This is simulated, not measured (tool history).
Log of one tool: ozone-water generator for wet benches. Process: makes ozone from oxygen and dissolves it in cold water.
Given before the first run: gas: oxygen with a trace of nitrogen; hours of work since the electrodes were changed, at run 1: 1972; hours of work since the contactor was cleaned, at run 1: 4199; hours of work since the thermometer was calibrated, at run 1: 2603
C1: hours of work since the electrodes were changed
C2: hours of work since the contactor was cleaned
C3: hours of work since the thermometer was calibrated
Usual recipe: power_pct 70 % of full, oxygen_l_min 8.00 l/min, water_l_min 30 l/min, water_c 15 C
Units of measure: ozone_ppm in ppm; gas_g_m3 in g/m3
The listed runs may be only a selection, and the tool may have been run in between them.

Run 1, hour 0.0: usual settings; C1 1972; C2 4199; C3 2603. Result: ozone_ppm 20.3 ppm, gas_g_m3 172.5 g/m3.
At hour 63.9: contactor cleaned.
Run 2, hour 106.6: usual settings; C1 2064; C2 38; C3 2695. Result: ozone_ppm 21.1 ppm, gas_g_m3 174.6 g/m3.
Run 3, hour 181.1: usual settings; C1 2130; C2 105; C3 2761. Result: ozone_ppm 21.1 ppm, gas_g_m3 174.4 g/m3.
Run 4, hour 260.1: usual settings; C1 2201; C2 175; C3 2832. Result: ozone_ppm 20.8 ppm, gas_g_m3 173.4 g/m3.
At hour 329.7: water thermometer calibrated.
Run 5, hour 374.7: usual settings; C1 2303; C2 277; C3 40. Result: ozone_ppm 20.9 ppm, gas_g_m3 171.5 g/m3.
Run 6, hour 481.2: usual settings; C1 2398; C2 372; C3 135. Result: ozone_ppm 20.8 ppm, gas_g_m3 175.1 g/m3.
Run 7, hour 551.2: usual settings but oxygen_l_min 7.18 l/min; C1 2460; C2 435; C3 198. Result: ozone_ppm 20.1 ppm, gas_g_m3 178.7 g/m3.
Run 8, hour 643.2: usual settings but power_pct 46 % of full, oxygen_l_min 6.56 l/min, water_l_min 44 l/min, water_c 19 C; C1 2543; C2 517; C3 280. Result: ozone_ppm 11.1 ppm, gas_g_m3 146.9 g/m3.
Run 9, hour 719.1: usual settings but power_pct 91 % of full, water_c 20 C; C1 2610; C2 585; C3 348. Result: ozone_ppm 22.2 ppm, gas_g_m3 196.5 g/m3.

Run 10 comes next. What will it give?
Run 10, hour 824.0: usual settings but power_pct 79 % of full, oxygen_l_min 6.41 l/min, water_c 7 C; C1 2704; C2 678; C3 441. Result: ozone_ppm ?, gas_g_m3 ?.

{"run 10": {"ozone_ppm": 22.6, "gas_g_m3": 195.3}}
Take away the tool's hidden state, keep the run-to-run variation as it was, and the same run would have given ozone_ppm 25.1 ppm, gas_g_m3 215.2 g/m3.

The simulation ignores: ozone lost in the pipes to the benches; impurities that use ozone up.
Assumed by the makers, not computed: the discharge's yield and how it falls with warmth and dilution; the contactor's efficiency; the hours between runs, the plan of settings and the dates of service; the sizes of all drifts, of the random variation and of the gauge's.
